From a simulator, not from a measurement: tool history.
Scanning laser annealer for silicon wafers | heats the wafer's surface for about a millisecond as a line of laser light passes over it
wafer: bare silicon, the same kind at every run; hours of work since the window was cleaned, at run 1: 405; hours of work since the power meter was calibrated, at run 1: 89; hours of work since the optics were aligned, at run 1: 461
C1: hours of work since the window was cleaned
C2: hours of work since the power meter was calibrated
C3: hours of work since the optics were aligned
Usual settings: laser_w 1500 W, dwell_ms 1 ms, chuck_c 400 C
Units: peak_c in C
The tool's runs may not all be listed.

{"run": 1, "hour": 0.0, "laser_w": 1500, "dwell_ms": 1, "chuck_c": 400, "C1": 405, "C2": 89, "C3": 461, "peak_c": 1217}
{"run": 2, "hour": 27.8, "laser_w": 1500, "dwell_ms": 1, "chuck_c": 383, "C1": 418, "C2": 102, "C3": 474, "peak_c": 1199}
{"run": 3, "hour": 41.6, "laser_w": 1500, "dwell_ms": 1, "chuck_c": 386, "C1": 424, "C2": 108, "C3": 480, "peak_c": 1199}
{"run": 4, "hour": 64.8, "laser_w": 1500, "dwell_ms": 1, "chuck_c": 400, "C1": 435, "C2": 118, "C3": 491, "peak_c": 1216}
{"run": 5, "hour": 86.8, "laser_w": 1500, "dwell_ms": 1, "chuck_c": 400, "C1": 445, "C2": 128, "C3": 501, "peak_c": 1215}
{"run": 6, "hour": 107.1, "laser_w": 1500, "dwell_ms": 1, "chuck_c": 400, "C1": 454, "C2": 138, "C3": 510, "peak_c": 1217}
{"run": 7, "hour": 134.3, "laser_w": 1491, "dwell_ms": 1, "chuck_c": 420, "C1": 466, "C2": 150, "C3": 522, "peak_c": 1230}
{"run": 8, "hour": 149.9, "laser_w": 1491, "dwell_ms": 1, "chuck_c": 420, "C1": 473, "C2": 157, "C3": 529, "peak_c": 1230}

Run 9 comes next. What will it give?
{"run": 9, "hour": 179.0, "laser_w": 1500, "dwell_ms": 1.17, "chuck_c": 440, "C1": 486, "C2": 170, "C3": 542, "peak_c": "?"}

Run 9 gave peak_c 1325 C.
Without the tool's hidden state the same run would have given peak_c 1326 C.
